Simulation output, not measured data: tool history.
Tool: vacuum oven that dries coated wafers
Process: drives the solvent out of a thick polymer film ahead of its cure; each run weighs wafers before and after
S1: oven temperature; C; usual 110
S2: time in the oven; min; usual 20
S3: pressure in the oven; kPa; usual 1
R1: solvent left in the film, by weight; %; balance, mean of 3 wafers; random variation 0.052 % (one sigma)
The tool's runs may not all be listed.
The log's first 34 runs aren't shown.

{"run": 35, "day": 55.654, "S1": 115, "S2": 16, "S3": 1.45, "R1": 1.77}
{"run": 36, "day": 57.95, "S1": 110, "S2": 14, "S3": 1, "R1": 3.04}
{"run": 37, "day": 59.25, "S1": 110, "S2": 24, "S3": 1, "R1": 1.45}
{"run": 38, "day": 61.512, "S1": 97, "S2": 19, "S3": 0.87, "R1": 6.19}
{"run": 39, "day": 63.604, "S1": 100, "S2": 15, "S3": 0.85, "R1": 6.2}
{"run": 40, "day": 64.771, "S1": 100, "S2": 15, "S3": 0.85, "R1": 6.19}
{"run": 41, "day": 66.258, "S1": 123, "S2": 14, "S3": 2.99, "R1": 1.92}
{"run": 42, "day": 67.821, "S1": 99, "S2": 35, "S3": 1, "R1": 2.99}
{"run": 43, "day": 69.358, "S1": 107, "S2": 35, "S3": 3.43, "R1": 3.64}
{"run": 44, "day": 70.512, "S1": 107, "S2": 35, "S3": 3.43, "R1": 3.72}
{"run": 45, "day": 72.1, "S1": 110, "S2": 20, "S3": 1.42, "R1": 2.41}
{"run": 46, "day": 73.104, "S1": 110, "S2": 20, "S3": 1.42, "R1": 2.41}
{"run": 47, "day": 75.479, "S1": 110, "S2": 20, "S3": 1.42, "R1": 2.38}

3 ways to go on from here, each from the tool as it stands after run 47. What would each give?
{"run": "A", "day": 76.746, "S1": 110, "S2": 20, "S3": 1.72, "R1": "?"}
{"run": "B", "day": 76.746, "S1": 101, "S2": 17, "S3": 1.38, "R1": "?"}
{"run": "C", "day": 76.746, "S1": 111, "S2": 20, "S3": 1.42, "R1": "?"}

run=A R1=2.59
run=B R1=5.85
run=C R1=2.14
Without the tool's hidden state the same runs would have given:
run=A R1=1.78
run=B R1=4.45
run=C R1=1.39

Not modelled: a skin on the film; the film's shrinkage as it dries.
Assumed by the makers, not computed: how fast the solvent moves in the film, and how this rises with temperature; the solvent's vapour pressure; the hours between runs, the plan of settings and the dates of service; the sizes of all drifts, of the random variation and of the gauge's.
